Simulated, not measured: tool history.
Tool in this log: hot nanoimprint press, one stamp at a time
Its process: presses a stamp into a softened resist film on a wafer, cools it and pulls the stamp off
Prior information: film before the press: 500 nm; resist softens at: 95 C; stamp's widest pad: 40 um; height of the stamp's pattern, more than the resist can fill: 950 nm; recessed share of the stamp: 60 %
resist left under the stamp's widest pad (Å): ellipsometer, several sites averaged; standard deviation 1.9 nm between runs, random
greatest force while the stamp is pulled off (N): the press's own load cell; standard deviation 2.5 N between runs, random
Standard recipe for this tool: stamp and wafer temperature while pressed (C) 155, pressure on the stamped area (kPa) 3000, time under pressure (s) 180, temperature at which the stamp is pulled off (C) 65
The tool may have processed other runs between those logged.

run,hour,stamp and wafer temperature while pressed (C),pressure on the stamped area (kPa),time under pressure (s),temperature at which the stamp is pulled off (C),resist left under the stamp's widest pad (Å),greatest force while the stamp is pulled off (N)
1,0.0,155,3000,180,65,3185,154
# hour 38.8: stamp cleaned and given a new release coat
2,70.9,155,3000,180,65,3171,122
3,139.1,155,4130,180,65,2863,122
4,177.4,155,3000,180,65,3241,125
# hour 230.6: plate thermocouple calibrated
5,237.0,155,3000,180,65,3022,131
6,310.0,155,3000,180,65,3101,138
7,346.1,155,3160,180,65,3039,142
8,406.0,155,3160,180,65,3045,148
# hour 463.8: stamp cleaned and given a new release coat
9,485.2,155,3160,180,65,3096,119
10,545.1,155,3160,180,65,3127,126
11,586.5,155,3160,180,65,3187,127
# hour 603.2: plate thermocouple calibrated
12,632.3,155,3000,180,65,3095,125
13,701.7,155,3000,180,65,3068,138
14,761.8,155,3000,180,65,3153,140
15,831.2,155,3000,180,65,3183,149

Run 16 has not been measured yet. What should we expect?
# hour 891.2: stamp cleaned and given a new release coat
16,892.5,155,3000,180,65,?,?

For run 16 the tool returned resist left under the stamp's widest pad (Å) 3215, greatest force while the stamp is pulled off (N) 115.
The same run, on a tool lacking any hidden state, would have yielded resist left under the stamp's widest pad (Å) 3012, greatest force while the stamp is pulled off (N) 113.

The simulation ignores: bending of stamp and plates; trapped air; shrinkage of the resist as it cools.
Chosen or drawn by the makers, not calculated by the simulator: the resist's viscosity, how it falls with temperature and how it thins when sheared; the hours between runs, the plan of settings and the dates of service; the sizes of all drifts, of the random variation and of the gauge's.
